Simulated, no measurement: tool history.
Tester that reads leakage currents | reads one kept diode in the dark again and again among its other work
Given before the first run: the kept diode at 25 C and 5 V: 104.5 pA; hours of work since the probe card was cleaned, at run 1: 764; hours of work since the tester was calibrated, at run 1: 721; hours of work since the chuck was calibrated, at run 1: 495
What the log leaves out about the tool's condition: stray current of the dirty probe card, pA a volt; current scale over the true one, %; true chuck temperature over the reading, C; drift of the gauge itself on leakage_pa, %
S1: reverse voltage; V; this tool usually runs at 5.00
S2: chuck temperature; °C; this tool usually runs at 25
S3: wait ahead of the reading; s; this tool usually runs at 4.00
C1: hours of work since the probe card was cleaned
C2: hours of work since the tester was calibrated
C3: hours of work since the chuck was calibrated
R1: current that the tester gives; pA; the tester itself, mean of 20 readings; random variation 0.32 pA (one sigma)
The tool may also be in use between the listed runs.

run 1 hour=0.0 | S1=5.00 S2=25 S3=4.00 | C1=764 C2=721 C3=495 | R1=104.68
run 2 hour=33.5 | S1=1.82 S2=25 S3=4.00 | C1=779 C2=736 C3=510 | R1=64.99
run 3 hour=92.0 | S1=19.20 S2=25 S3=4.00 | C1=805 C2=762 C3=536 | R1=200.04
run 4 hour=163.3 | S1=19.20 S2=25 S3=4.00 | C1=836 C2=793 C3=567 | R1=199.82
run 5 hour=216.1 | S1=19.20 S2=25 S3=4.00 | C1=860 C2=817 C3=591 | R1=200.97
run 6 hour=256.6 | S1=19.20 S2=25 S3=4.00 | C1=878 C2=835 C3=609 | R1=200.13
run 7 hour=294.1 | S1=19.20 S2=25 S3=4.00 | C1=894 C2=851 C3=625 | R1=199.92
run 8 hour=331.4 | S1=19.20 S2=25 S3=4.00 | C1=911 C2=868 C3=642 | R1=199.27
run 9 hour=389.7 | S1=19.20 S2=25 S3=4.00 | C1=936 C2=894 C3=668 | R1=200.67
run 10 hour=439.6 | S1=19.20 S2=25 S3=4.00 | C1=959 C2=916 C3=690 | R1=200.14
run 11 hour=506.9 | S1=19.20 S2=25 S3=4.00 | C1=988 C2=946 C3=720 | R1=200.05
run 12 hour=566.9 | S1=3.04 S2=25 S3=4.00 | C1=1015 C2=972 C3=746 | R1=82.78
run 13 hour=613.9 | S1=3.04 S2=25 S3=4.00 | C1=1036 C2=993 C3=767 | R1=82.74
run 14 hour=649.6 | S1=3.04 S2=25 S3=4.00 | C1=1052 C2=1009 C3=783 | R1=82.77
run 15 hour=709.7 | S1=5.00 S2=25 S3=4.00 | C1=1078 C2=1035 C3=810 | R1=105.41
run 16 hour=753.1 | S1=5.00 S2=25 S3=4.00 | C1=1098 C2=1055 C3=829 | R1=105.43
run 17 hour=818.5 | S1=5.00 S2=25 S3=4.00 | C1=1127 C2=1084 C3=858 | R1=105.42
run 18 hour=851.9 | S1=5.00 S2=25 S3=4.00 | C1=1141 C2=1098 C3=873 | R1=105.73
run 19 hour=903.2 | S1=5.00 S2=25 S3=1.95 | C1=1164 C2=1121 C3=895 | R1=105.60
run 20 hour=934.8 | S1=5.00 S2=25 S3=1.95 | C1=1178 C2=1135 C3=909 | R1=105.34
run 21 hour=1007.8 | S1=1.65 S2=25 S3=1.95 | C1=1210 C2=1168 C3=942 | R1=62.20
run 22 hour=1067.7 | S1=2.20 S2=60 S3=1.95 | C1=1237 C2=1194 C3=968 | R1=727.34
run 23 hour=1134.1 | S1=3.49 S2=33 S3=3.02 | C1=1266 C2=1224 C3=998 | R1=158.06
run 24 hour=1171.9 | S1=2.64 S2=31 S3=4.00 | C1=1283 C2=1240 C3=1014 | R1=119.96
run 25 hour=1204.9 | S1=13.48 S2=36 S3=1.23 | C1=1298 C2=1255 C3=1029 | R1=375.94
run 26 hour=1274.2 | S1=7.93 S2=25 S3=4.00 | C1=1329 C2=1286 C3=1060 | R1=131.23
run 27 hour=1304.9 | S1=7.93 S2=25 S3=4.00 | C1=1342 C2=1299 C3=1073 | R1=131.96
run 28 hour=1363.7 | S1=7.93 S2=25 S3=4.00 | C1=1368 C2=1325 C3=1099 | R1=130.35
run 29 hour=1412.5 | S1=7.93 S2=25 S3=4.00 | C1=1390 C2=1347 C3=1121 | R1=130.49
run 30 hour=1459.5 | S1=5.28 S2=47 S3=0.73 | C1=1411 C2=1368 C3=1142 | R1=497.01
run 31 hour=1491.1 | S1=5.28 S2=47 S3=0.73 | C1=1425 C2=1382 C3=1156 | R1=499.17
-- hour=1548.6 chuck's temperature calibrated
run 32 hour=1548.6 | S1=5.28 S2=47 S3=0.73 | C1=1449 C2=1406 C3=0 | R1=495.06
run 33 hour=1610.4 | S1=5.00 S2=31 S3=4.00 | C1=1477 C2=1434 C3=27 | R1=162.65
run 34 hour=1681.7 | S1=1.18 S2=25 S3=0.44 | C1=1508 C2=1465 C3=59 | R1=53.44
run 35 hour=1726.8 | S1=6.77 S2=28 S3=4.00 | C1=1528 C2=1485 C3=79 | R1=150.28

Forecast each of these 4 alternatives for the next run:
run A hour=1785.1 | S1=8.45 S2=35 S3=4.00 | C1=1554 C2=1511 C3=105 | R1=?
run B hour=1785.1 | S1=5.00 S2=25 S3=5.86 | C1=1554 C2=1511 C3=105 | R1=?
run C hour=1785.1 | S1=5.00 S2=48 S3=0.36 | C1=1554 C2=1511 C3=105 | R1=?
run D hour=1785.1 | S1=1.09 S2=32 S3=0.93 | C1=1554 C2=1511 C3=105 | R1=?

run=A R1=278.57
run=B R1=104.95
run=C R1=515.03
run=D R1=84.50
Take away the tool's hidden state, keep each run's random variation, and the runs would have read:
run=A R1=278.46
run=B R1=104.88
run=C R1=514.97
run=D R1=84.49
